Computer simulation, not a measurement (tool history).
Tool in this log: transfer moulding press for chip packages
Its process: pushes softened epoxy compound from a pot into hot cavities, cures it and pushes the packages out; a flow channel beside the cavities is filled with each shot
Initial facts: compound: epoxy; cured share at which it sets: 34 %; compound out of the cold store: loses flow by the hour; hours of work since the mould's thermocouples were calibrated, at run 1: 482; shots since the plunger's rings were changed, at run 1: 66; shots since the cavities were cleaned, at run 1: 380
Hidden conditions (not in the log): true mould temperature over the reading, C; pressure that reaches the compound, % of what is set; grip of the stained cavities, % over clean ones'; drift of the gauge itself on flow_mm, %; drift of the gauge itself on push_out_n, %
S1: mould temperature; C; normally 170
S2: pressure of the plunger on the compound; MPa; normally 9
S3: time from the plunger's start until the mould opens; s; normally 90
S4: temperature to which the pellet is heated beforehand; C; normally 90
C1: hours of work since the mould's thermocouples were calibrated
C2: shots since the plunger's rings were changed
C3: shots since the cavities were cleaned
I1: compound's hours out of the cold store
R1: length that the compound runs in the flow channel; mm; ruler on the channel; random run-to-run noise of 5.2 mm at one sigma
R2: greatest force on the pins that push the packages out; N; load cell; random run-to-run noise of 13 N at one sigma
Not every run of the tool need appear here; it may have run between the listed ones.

run,hour,S1,S2,S3,S4,C1,C2,C3,I1,R1,R2
1,0,170,9,90,90,482,66,380,20.7,770,968
# hour 26.9: cavities cleaned with cleaning compound and waxed
2,27.9,170,9,90,90,494,327,10,31.3,736,1201
3,40.6,170,9,90,90,500,453,136,9.8,828,1293
4,57.8,170,9,90,90,509,623,306,38.2,697,1133
# hour 68.4: cavities cleaned with cleaning compound and waxed, once more
# hour 79.9: mould's thermocouples calibrated
5,80.8,170,9,90,90,0,815,103,28,744,711
6,107.2,170,9,90,90,13,1076,364,37.6,694,799
7,124.3,170,10.37,90,90,21,1245,533,21.7,814,929
# hour 137.1: cavities cleaned with cleaning compound and waxed
8,142.4,170,9,90,90,29,1409,52,30.4,730,658
9,166,170,9,90,90,41,1642,285,11.5,794,879
10,189.1,170,9,90,90,52,1870,513,44.6,645,836
# hour 202.3: cavities cleaned with cleaning compound and waxed
11,218.2,170,9,90,84,65,2143,157,42.6,659,713
12,242.8,170,7.88,90,84,77,2386,400,14.7,718,911
# hour 258.6: plunger's sealing rings changed
13,261.4,172,10.42,87,82,85,27,559,12.2,864,978
# hour 270: cavities cleaned with cleaning compound and waxed
14,277.1,172,10.42,87,82,92,167,70,26.7,792,694
15,292.7,167,9,76,90,99,322,225,46.4,680,1362
16,314.4,167,9,76,90,110,536,439,44.5,677,1526
# hour 335.6: cavities cleaned with cleaning compound and waxed
17,336.1,167,9,76,90,119,736,5,9.9,831,1279
18,354.4,170,9,90,81,128,917,186,9.1,815,893
19,369,170,9,81,100,135,1061,330,18.7,764,1096
20,382.4,175,7.59,102,98,142,1193,462,36.1,624,519
21,394.6,170,9,122,90,148,1313,582,41.2,669,569
# hour 401: cavities cleaned with cleaning compound and waxed
22,424.5,175,10.91,82,87,161,1594,233,21.7,809,739
23,441.5,170,7.46,90,84,169,1762,401,12.9,718,935

What if the next run were any one of these 5? Each begins from the tool's condition after run 23:
# hour 468: cavities cleaned with cleaning compound and waxed
A,470.2,170,7.46,90,90,183,2031,22,18.9,?,?
# hour 468: cavities cleaned with cleaning compound and waxed
B,470.2,175,7.46,87,92,183,2031,22,44.8,?,?
# hour 468: cavities cleaned with cleaning compound and waxed
C,470.2,170,8.4,81,84,183,2031,22,44.3,?,?
# hour 468: cavities cleaned with cleaning compound and waxed
D,470.2,176,7.46,90,84,183,2031,22,30.2,?,?
# hour 468: cavities cleaned with cleaning compound and waxed
E,470.2,171,7.46,97,84,183,2031,22,24.3,?,?

run,R1,R2
A,685,664
B,585,468
C,638,791
D,634,447
E,668,526
Take away the tool's hidden state, keep each run's random variation, and the runs would have read:
run,R1,R2
A,706,625
B,603,444
C,657,746
D,653,425
E,687,497
